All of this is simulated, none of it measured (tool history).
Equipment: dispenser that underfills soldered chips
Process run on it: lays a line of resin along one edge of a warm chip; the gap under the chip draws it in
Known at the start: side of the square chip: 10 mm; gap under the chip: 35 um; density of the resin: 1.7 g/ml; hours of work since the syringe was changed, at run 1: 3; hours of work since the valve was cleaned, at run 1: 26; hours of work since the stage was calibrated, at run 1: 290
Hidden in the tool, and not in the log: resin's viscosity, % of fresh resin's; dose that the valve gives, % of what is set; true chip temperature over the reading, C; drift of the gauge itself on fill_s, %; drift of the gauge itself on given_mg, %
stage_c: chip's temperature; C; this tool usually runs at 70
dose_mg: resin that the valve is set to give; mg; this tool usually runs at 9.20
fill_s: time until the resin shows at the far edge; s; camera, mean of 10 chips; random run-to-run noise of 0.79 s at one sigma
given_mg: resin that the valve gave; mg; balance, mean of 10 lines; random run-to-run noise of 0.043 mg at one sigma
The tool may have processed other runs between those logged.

run   hour  stage_c  dose_mg  hours of work since the syringe was changed  hours of work since the valve was cleaned  hours of work since the stage was calibrated  fill_s  given_mg
  1    0.0       70     9.20                                            3                                         26                                           290    80.1      9.07
       3.6  -- new syringe of resin
  2    7.1       70     9.20                                            2                                         30                                           294    76.5      9.07
      12.8  -- new syringe of resin
  3   12.8       57     9.20                                            0                                         33                                           298   126.8      9.06
  4   18.8       57     9.20                                            4                                         37                                           301   156.4      8.97
      22.4  -- new syringe of resin
  5   27.4       57     9.20                                            3                                         42                                           306   148.7      9.01
      31.6  -- new syringe of resin
      38.6  -- stage's temperature calibrated
  6   39.5       70     9.64                                            4                                         49                                             0    92.0      9.38
      42.7  -- new syringe of resin
  7   49.8       71     9.64                                            4                                         55                                             7    87.7      9.40
      51.8  -- new syringe of resin
      62.0  -- new syringe of resin
  8   62.9       71     9.64                                            1                                         62                                            14    72.4      9.30
  9   69.6       70     9.20                                            5                                         66                                            18    95.4      8.84
      71.6  -- new syringe of resin
 10   75.8       70     9.20                                            3                                         70                                            22    85.8      8.81
      80.9  -- new syringe of resin
 11   86.2       70     9.20                                            3                                         76                                            28    87.3      8.80
      90.3  -- new syringe of resin
 12   92.3       70     9.20                                            1                                         80                                            31    77.6      8.80
      99.5  -- new syringe of resin
 13  104.7       70     9.20                                            3                                         87                                            39    88.1      8.75
     108.9  -- new syringe of resin
 14  111.1       70     9.20                                            1                                         91                                            43    77.6      8.73
     118.8  -- new syringe of resin
 15  118.8       70     9.20                                            0                                         95                                            47    73.2      8.70
 16  125.8       72     9.20                                            4                                         99                                            51    83.5      8.64
     128.6  -- new syringe of resin
 17  134.7       72     9.20                                            4                                        105                                            57    80.2      8.64
     138.6  -- new syringe of resin
 18  143.4       82     9.36                                            3                                        110                                            62    49.5      8.75
     147.6  -- new syringe of resin
 19  151.1       82     9.36                                            2                                        114                                            66    46.8      8.77
     157.3  -- new syringe of resin
 20  160.2       77     8.31                                            2                                        120                                            72    59.1      7.80
     167.0  -- new syringe of resin
 21  167.0       66     9.96                                            0                                        124                                            75    87.2      9.32
 22  175.4       61     9.59                                            5                                        129                                            81   146.4      8.86
     176.6  -- new syringe of resin
     185.7  -- new syringe of resin
 23  187.2       61     9.59                                            1                                        135                                            87   116.3      8.78
     194.8  -- new syringe of resin
 24  195.1       73     9.32                                            0                                        140                                            92    62.7      8.59
     201.9  -- dispensing valve cleaned and set on the balance
     204.9  -- new syringe of resin
 25  204.9       66     8.03                                            0                                          2                                            97    88.9      8.05
 26  211.9       77     9.86                                            4                                          6                                           101    64.8      9.84
     214.0  -- new syringe of resin
 27  218.2       84     7.95                                            3                                         10                                           105    44.2      7.90
     223.0  -- new syringe of resin
 28  226.2       83    10.00                                            2                                         14                                           110    44.6      9.89
     232.4  -- new syringe of resin
 29  235.2       83     9.94                                            2                                         20                                           115    44.2      9.77
     241.6  -- new syringe of resin
 30  246.9       66    11.50                                            3                                         26                                           122   100.2     11.30
     250.8  -- new syringe of resin
 31  255.5       56     9.22                                            3                                         31                                           127   167.4      8.99
     260.6  -- new syringe of resin
 32  263.5       56     9.22                                            2                                         36                                           132   158.0      8.99
     270.3  -- new syringe of resin
 33  272.7       67     9.51                                            1                                         42                                           137    88.1      9.21
     280.1  -- new syringe of resin
 34  282.4       57    10.40                                            1                                         47                                           143   141.7     10.05

Each run again, without the hidden state but with its own random variation kept:
run  fill_s  given_mg
  1    71.2      9.20
  2    72.6      9.22
  3   136.5      9.22
  4   139.1      9.16
  5   136.5      9.22
  6    72.1      9.64
  7    69.0      9.69
  8    69.4      9.64
  9    73.5      9.18
 10    73.8      9.17
 11    72.9      9.18
 12    72.9      9.21
 13    74.1      9.19
 14    71.9      9.20
 15    72.7      9.19
 16    66.3      9.15
 17    66.4      9.19
 18    42.0      9.33
 19    42.0      9.38
 20    53.0      8.36
 21    88.0     10.01
 22   112.8      9.56
 23   110.8      9.51
 24    62.0      9.32
 25    89.4      8.07
 26    52.0      9.89
 27    39.2      7.96
 28    40.3      9.99
 29    40.5      9.91
 30    86.0     11.50
 31   146.1      9.17
 32   145.4      9.20
 33    82.9      9.46
 34   136.0     10.35
